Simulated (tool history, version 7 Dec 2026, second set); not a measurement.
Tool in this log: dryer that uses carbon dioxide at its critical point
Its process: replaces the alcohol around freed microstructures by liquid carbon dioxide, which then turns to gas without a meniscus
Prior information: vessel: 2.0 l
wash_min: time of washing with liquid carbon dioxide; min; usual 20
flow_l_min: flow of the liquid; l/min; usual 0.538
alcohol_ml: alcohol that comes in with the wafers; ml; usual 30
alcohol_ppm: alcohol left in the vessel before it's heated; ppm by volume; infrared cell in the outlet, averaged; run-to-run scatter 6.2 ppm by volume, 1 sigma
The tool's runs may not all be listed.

Run 1, day 0.000: usual settings. Result: alcohol_ppm 402 ppm by volume.
Run 2, day 0.362: usual settings. Result: alcohol_ppm 417 ppm by volume.
Run 3, day 0.654: usual settings but flow_l_min 0.363 l/min. Result: alcohol_ppm 1387 ppm by volume.
Run 4, day 0.942: usual settings but flow_l_min 0.363 l/min. Result: alcohol_ppm 1417 ppm by volume.
Run 5, day 1.167: usual settings. Result: alcohol_ppm 430 ppm by volume.
Run 6, day 1.367: usual settings. Result: alcohol_ppm 455 ppm by volume.
Run 7, day 1.650: usual settings. Result: alcohol_ppm 442 ppm by volume.
Run 8, day 1.996: usual settings. Result: alcohol_ppm 439 ppm by volume.
Run 9, day 2.262: usual settings. Result: alcohol_ppm 435 ppm by volume.
Run 10, day 2.554: usual settings but flow_l_min 0.462 l/min. Result: alcohol_ppm 758 ppm by volume.
Run 11, day 2.758: usual settings but flow_l_min 0.462 l/min, alcohol_ml 112 ml. Result: alcohol_ppm 2800 ppm by volume.
Run 12, day 3.125: usual settings but flow_l_min 0.462 l/min, alcohol_ml 112 ml. Result: alcohol_ppm 2865 ppm by volume.
Run 13, day 3.446: usual settings. Result: alcohol_ppm 472 ppm by volume.
Run 14, day 3.696: usual settings. Result: alcohol_ppm 483 ppm by volume.
At day 3.762: inlet filter changed.
Run 15, day 3.925: usual settings. Result: alcohol_ppm 259 ppm by volume.
Run 16, day 4.138: usual settings. Result: alcohol_ppm 266 ppm by volume.
Run 17, day 4.446: usual settings. Result: alcohol_ppm 276 ppm by volume.
Run 18, day 4.742: usual settings but flow_l_min 0.408 l/min. Result: alcohol_ppm 773 ppm by volume.
Run 19, day 5.029: usual settings but flow_l_min 0.408 l/min. Result: alcohol_ppm 757 ppm by volume.
Run 20, day 5.204: usual settings but flow_l_min 0.408 l/min. Result: alcohol_ppm 752 ppm by volume.
Run 21, day 5.375: usual settings but flow_l_min 0.408 l/min. Result: alcohol_ppm 752 ppm by volume.
Run 22, day 5.538: usual settings but flow_l_min 0.408 l/min. Result: alcohol_ppm 761 ppm by volume.
Run 23, day 5.696: usual settings but wash_min 16 min. Result: alcohol_ppm 637 ppm by volume.
Run 24, day 5.900: usual settings but wash_min 31 min, flow_l_min 0.868 l/min. Result: alcohol_ppm 15 ppm by volume.
Run 25, day 6.158: usual settings but wash_min 26 min, flow_l_min 0.553 l/min, alcohol_ml 24 ml. Result: alcohol_ppm 78 ppm by volume.
Run 26, day 6.312: usual settings but alcohol_ml 36 ml. Result: alcohol_ppm 349 ppm by volume.
Run 27, day 6.496: usual settings but flow_l_min 0.359 l/min, alcohol_ml 58 ml. Result: alcohol_ppm 2219 ppm by volume.
Run 28, day 6.725: usual settings but flow_l_min 0.433 l/min, alcohol_ml 71 ml. Result: alcohol_ppm 1507 ppm by volume.
Run 29, day 6.908: usual settings but flow_l_min 0.433 l/min, alcohol_ml 71 ml. Result: alcohol_ppm 1536 ppm by volume.
Run 30, day 7.196: usual settings but wash_min 15 min, flow_l_min 0.418 l/min, alcohol_ml 41 ml. Result: alcohol_ppm 2141 ppm by volume.
Run 31, day 7.354: usual settings but flow_l_min 0.418 l/min, alcohol_ml 24 ml. Result: alcohol_ppm 603 ppm by volume.
Run 32, day 7.592: usual settings but wash_min 25 min, flow_l_min 0.404 l/min, alcohol_ml 36 ml. Result: alcohol_ppm 502 ppm by volume.
Run 33, day 7.771: usual settings but wash_min 25 min, flow_l_min 0.404 l/min, alcohol_ml 36 ml. Result: alcohol_ppm 493 ppm by volume.
Run 34, day 8.133: usual settings but wash_min 25 min, flow_l_min 0.404 l/min, alcohol_ml 36 ml. Result: alcohol_ppm 503 ppm by volume.
Run 35, day 8.308: usual settings but wash_min 30 min, flow_l_min 0.648 l/min. Result: alcohol_ppm 31 ppm by volume.
Run 36, day 8.629: usual settings but wash_min 30 min, flow_l_min 0.648 l/min. Result: alcohol_ppm 31 ppm by volume.
Run 37, day 8.996: usual settings but wash_min 30 min, flow_l_min 0.648 l/min. Result: alcohol_ppm 41 ppm by volume.
Run 38, day 9.279: usual settings but wash_min 24 min, flow_l_min 0.648 l/min, alcohol_ml 31 ml. Result: alcohol_ppm 76 ppm by volume.
Run 39, day 9.638: usual settings but wash_min 24 min, flow_l_min 0.648 l/min, alcohol_ml 31 ml. Result: alcohol_ppm 72 ppm by volume.
Run 40, day 9.912: usual settings but wash_min 19 min, alcohol_ml 39 ml. Result: alcohol_ppm 520 ppm by volume.
Run 41, day 10.125: usual settings but wash_min 19 min, alcohol_ml 39 ml. Result: alcohol_ppm 524 ppm by volume.
Run 42, day 10.488: usual settings but wash_min 19 min, alcohol_ml 39 ml. Result: alcohol_ppm 536 ppm by volume.
Run 43, day 10.721: usual settings but wash_min 23 min, flow_l_min 0.652 l/min, alcohol_ml 29 ml. Result: alcohol_ppm 92 ppm by volume.
Run 44, day 10.875: usual settings but wash_min 23 min, flow_l_min 0.592 l/min, alcohol_ml 29 ml. Result: alcohol_ppm 131 ppm by volume.
Run 45, day 11.171: usual settings but wash_min 31 min, flow_l_min 0.630 l/min, alcohol_ml 41 ml. Result: alcohol_ppm 51 ppm by volume.
Run 46, day 11.533: usual settings but wash_min 31 min, flow_l_min 0.630 l/min, alcohol_ml 41 ml. Result: alcohol_ppm 45 ppm by volume.

Forecast each of these 5 alternatives for the next run:
Run A, day 11.808: usual settings but wash_min 16 min, flow_l_min 0.459 l/min. Result: alcohol_ppm ?.
Run B, day 11.808: usual settings but wash_min 25 min. Result: alcohol_ppm ?.
Run C, day 11.808: usual settings but wash_min 23 min, flow_l_min 0.431 l/min, alcohol_ml 28 ml. Result: alcohol_ppm ?.
Run D, day 11.808: usual settings but wash_min 29 min, flow_l_min 0.337 l/min, alcohol_ml 76 ml. Result: alcohol_ppm ?.
Run E, day 11.808: usual settings but wash_min 18 min, flow_l_min 0.491 l/min, alcohol_ml 48 ml. Result: alcohol_ppm ?.

run  alcohol_ppm
  A         1187
  B          165
  C          488
  D         1406
  E         1099
Without the tool's hidden state the same runs would have given:
run  alcohol_ppm
  A          933
  B           99
  C          350
  D         1037
  E          826
